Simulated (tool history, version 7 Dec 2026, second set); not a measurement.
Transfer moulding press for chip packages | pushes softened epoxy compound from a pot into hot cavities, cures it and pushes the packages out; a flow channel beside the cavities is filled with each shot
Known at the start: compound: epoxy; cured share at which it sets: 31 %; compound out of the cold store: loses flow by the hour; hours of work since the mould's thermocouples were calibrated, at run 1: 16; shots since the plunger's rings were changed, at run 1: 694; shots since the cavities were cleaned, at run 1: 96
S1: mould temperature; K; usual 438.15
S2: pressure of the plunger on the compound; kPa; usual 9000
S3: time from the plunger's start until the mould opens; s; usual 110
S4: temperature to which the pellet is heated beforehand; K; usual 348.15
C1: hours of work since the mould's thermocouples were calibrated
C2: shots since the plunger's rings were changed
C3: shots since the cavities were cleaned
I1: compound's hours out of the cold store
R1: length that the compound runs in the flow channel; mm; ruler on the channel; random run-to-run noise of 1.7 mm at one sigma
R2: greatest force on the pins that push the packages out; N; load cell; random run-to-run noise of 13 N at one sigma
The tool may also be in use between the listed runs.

run 1 hour=0 | S1=438.15 S2=9000 S3=110 S4=348.15 | C1=16 C2=694 C3=96 | I1=47.3 | R1=490 R2=576
-- hour=52.6 cavities cleaned with cleaning compound and waxed
run 2 hour=76.6 | S1=438.15 S2=9000 S3=110 S4=348.15 | C1=63 C2=1438 C3=239 | I1=30.9 | R1=527 R2=616
-- hour=120 cavities cleaned with cleaning compound and waxed
run 3 hour=157.3 | S1=438.15 S2=9000 S3=98 S4=348.15 | C1=114 C2=2222 C3=369 | I1=46.7 | R1=492 R2=719
-- hour=186.8 cavities cleaned with cleaning compound and waxed
run 4 hour=199.6 | S1=438.15 S2=9000 S3=98 S4=348.15 | C1=139 C2=2626 C3=127 | I1=17.3 | R1=558 R2=816
-- hour=253.2 cavities cleaned with cleaning compound and waxed
run 5 hour=282.8 | S1=438.15 S2=9000 S3=98 S4=348.15 | C1=191 C2=3435 C3=293 | I1=11.3 | R1=570 R2=842
-- hour=317.1 cavities cleaned with cleaning compound and waxed
run 6 hour=342.7 | S1=438.15 S2=9000 S3=106 S4=348.15 | C1=228 C2=4014 C3=254 | I1=22.9 | R1=547 R2=663
-- hour=369.3 plunger's sealing rings changed
-- hour=386.4 cavities cleaned with cleaning compound and waxed
run 7 hour=406.2 | S1=438.15 S2=9000 S3=106 S4=348.15 | C1=266 C2=350 C3=196 | I1=41.4 | R1=504 R2=638
-- hour=449.5 cavities cleaned with cleaning compound and waxed
run 8 hour=461.6 | S1=438.15 S2=9000 S3=106 S4=348.15 | C1=300 C2=884 C3=120 | I1=17.9 | R1=555 R2=653
-- hour=513.8 cavities cleaned with cleaning compound and waxed
run 9 hour=515.9 | S1=432.15 S2=9000 S3=106 S4=348.15 | C1=333 C2=1407 C3=21 | I1=41.7 | R1=513 R2=964
run 10 hour=566.5 | S1=432.15 S2=9000 S3=106 S4=348.15 | C1=366 C2=1908 C3=522 | I1=20.8 | R1=561 R2=1034
-- hour=584.2 mould's thermocouples calibrated
-- hour=585.7 cavities cleaned with cleaning compound and waxed
run 11 hour=617.7 | S1=438.15 S2=7730 S3=110 S4=348.15 | C1=20 C2=2381 C3=317 | I1=40 | R1=468 R2=605
-- hour=654.7 cavities cleaned with cleaning compound and waxed
run 12 hour=663.9 | S1=438.15 S2=9000 S3=113 S4=348.15 | C1=49 C2=2823 C3=92 | I1=31.8 | R1=523 R2=564
run 13 hour=709.6 | S1=435.15 S2=9000 S3=110 S4=348.15 | C1=78 C2=3276 C3=545 | I1=32.4 | R1=528 R2=741
-- hour=717.3 cavities cleaned with cleaning compound and waxed
-- hour=782.9 cavities cleaned with cleaning compound and waxed
run 14 hour=800.9 | S1=443.15 S2=9000 S3=110 S4=352.15 | C1=133 C2=4150 C3=178 | I1=28.8 | R1=519 R2=450
-- hour=817.5 plunger's sealing rings changed
-- hour=849.9 cavities cleaned with cleaning compound and waxed
run 15 hour=851.1 | S1=438.15 S2=8220 S3=149 S4=348.15 | C1=163 C2=318 C3=12 | I1=21.7 | R1=526 R2=421
run 16 hour=898.3 | S1=438.15 S2=8220 S3=149 S4=348.15 | C1=193 C2=785 C3=479 | I1=17.1 | R1=534 R2=418
-- hour=917.1 cavities cleaned with cleaning compound and waxed
run 17 hour=950.4 | S1=439.15 S2=8220 S3=137 S4=348.15 | C1=225 C2=1286 C3=329 | I1=45.8 | R1=466 R2=416
-- hour=979.3 cavities cleaned with cleaning compound and waxed
run 18 hour=1007.7 | S1=432.15 S2=9000 S3=110 S4=355.15 | C1=260 C2=1839 C3=282 | I1=37.7 | R1=518 R2=882
-- hour=1042.8 cavities cleaned with cleaning compound and waxed
run 19 hour=1062.5 | S1=438.15 S2=7700 S3=110 S4=348.15 | C1=294 C2=2367 C3=196 | I1=19.1 | R1=508 R2=620
-- hour=1107.8 cavities cleaned with cleaning compound and waxed
run 20 hour=1148.9 | S1=436.15 S2=7700 S3=119 S4=348.15 | C1=348 C2=3207 C3=407 | I1=39.7 | R1=470 R2=559
-- hour=1171.2 cavities cleaned with cleaning compound and waxed
-- hour=1199.6 mould's thermocouples calibrated
run 21 hour=1208 | S1=436.15 S2=7700 S3=119 S4=348.15 | C1=5 C2=3759 C3=345 | I1=33.3 | R1=484 R2=601
-- hour=1237.3 cavities cleaned with cleaning compound and waxed
-- hour=1263.1 plunger's sealing rings changed
run 22 hour=1267.5 | S1=436.15 S2=7700 S3=119 S4=348.15 | C1=40 C2=44 C3=274 | I1=9 | R1=537 R2=636
-- hour=1306.6 cavities cleaned with cleaning compound and waxed
run 23 hour=1331 | S1=443.15 S2=10500 S3=110 S4=348.15 | C1=80 C2=658 C3=241 | I1=31.2 | R1=556 R2=454
-- hour=1373.2 cavities cleaned with cleaning compound and waxed
run 24 hour=1427.2 | S1=443.15 S2=10500 S3=110 S4=348.15 | C1=140 C2=1596 C3=535 | I1=22.5 | R1=581 R2=474

The next listed run, before its measurement:
-- hour=1435.7 cavities cleaned with cleaning compound and waxed
run 25 hour=1473.2 | S1=442.15 S2=8830 S3=94 S4=341.15 | C1=168 C2=2037 C3=371 | I1=43.3 | R1=? R2=?

R1: 487 mm
R2: 634 N
With no hidden state in the tool, this same run would have given R1 487 mm, R2 630 N.

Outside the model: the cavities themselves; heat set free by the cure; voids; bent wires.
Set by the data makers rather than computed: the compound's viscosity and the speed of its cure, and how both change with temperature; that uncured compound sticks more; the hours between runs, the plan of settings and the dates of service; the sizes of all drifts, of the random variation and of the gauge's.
